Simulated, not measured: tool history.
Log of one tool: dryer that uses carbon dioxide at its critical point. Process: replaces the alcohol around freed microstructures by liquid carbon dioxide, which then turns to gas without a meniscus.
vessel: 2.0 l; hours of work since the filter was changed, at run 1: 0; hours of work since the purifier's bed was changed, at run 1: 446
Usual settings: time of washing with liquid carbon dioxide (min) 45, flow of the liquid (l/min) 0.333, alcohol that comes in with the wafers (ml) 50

run,hour,time of washing with liquid carbon dioxide (min),flow of the liquid (l/min),alcohol that comes in with the wafers (ml),hours of work since the filter was changed,hours of work since the purifier's bed was changed,alcohol left in the vessel before it's heated (ppm by volume)
1,0.0,45,0.333,50,0,446,157
2,17.6,45,0.333,50,11,457,175
3,26.6,45,0.333,50,17,463,174
4,45.1,45,0.333,50,28,474,176
5,62.3,45,0.333,50,39,485,179
6,77.3,35,0.333,50,48,495,375
7,93.5,45,0.333,50,58,505,193
8,108.4,45,0.333,76,68,514,238
9,124.1,45,0.333,76,77,524,235
10,141.7,45,0.333,50,88,535,201
11,156.3,45,0.333,50,97,544,217
12,166.0,45,0.333,50,103,550,212
13,174.2,45,0.333,50,109,555,218
14,192.1,45,0.333,50,120,566,231
15,203.9,45,0.240,50,127,573,584
16,218.0,45,0.240,50,136,582,588
17,232.5,45,0.240,50,145,591,595
18,243.0,45,0.240,50,151,598,613
19,251.7,45,0.240,50,157,603,626
20,269.6,45,0.240,50,168,614,672
21,285.8,45,0.333,50,178,624,251
22,301.2,45,0.333,79,188,634,347
# hour 306.7: inlet filter changed
23,315.2,67,0.333,50,5,642,157
24,333.3,41,0.212,21,17,653,458
25,351.0,45,0.333,115,28,664,309
26,362.4,45,0.333,115,35,672,316
27,375.7,64,0.269,77,43,680,196
28,393.4,45,0.263,25,54,691,292
29,403.8,45,0.263,53,60,697,415
30,422.7,45,0.263,53,72,709,446
31,440.8,45,0.263,53,84,720,452
32,459.8,61,0.263,53,95,732,238
33,473.3,61,0.268,30,104,741,197
34,484.7,32,0.333,83,111,748,960
35,501.7,32,0.333,83,121,758,997
36,514.4,62,0.434,45,129,766,172
37,526.9,62,0.434,45,137,774,176
38,541.9,45,0.256,43,147,783,508
39,557.8,45,0.256,43,156,793,516
40,570.8,29,0.256,61,165,801,2331
41,585.8,68,0.215,106,174,811,477
42,595.7,68,0.215,106,180,817,470
43,603.4,68,0.215,106,185,822,482
# hour 613.8: inlet filter changed
44,621.8,38,0.353,32,5,832,260
45,629.8,42,0.472,69,10,837,209
46,639.0,42,0.472,69,16,843,203

Branching from run 46: 4 alternative next runs. What would each branch give?
A,656.9,42,0.350,69,27,854,?
B,656.9,44,0.534,69,27,854,?
C,656.9,28,0.333,50,27,854,?
D,656.9,42,0.447,69,27,854,?

run,alcohol left in the vessel before it's heated (ppm by volume)
A,293
B,190
C,800
D,224
With the hidden condition removed and each run's random variation left untouched, the same runs would have given:
run,alcohol left in the vessel before it's heated (ppm by volume)
A,94
B,0
C,557
D,30
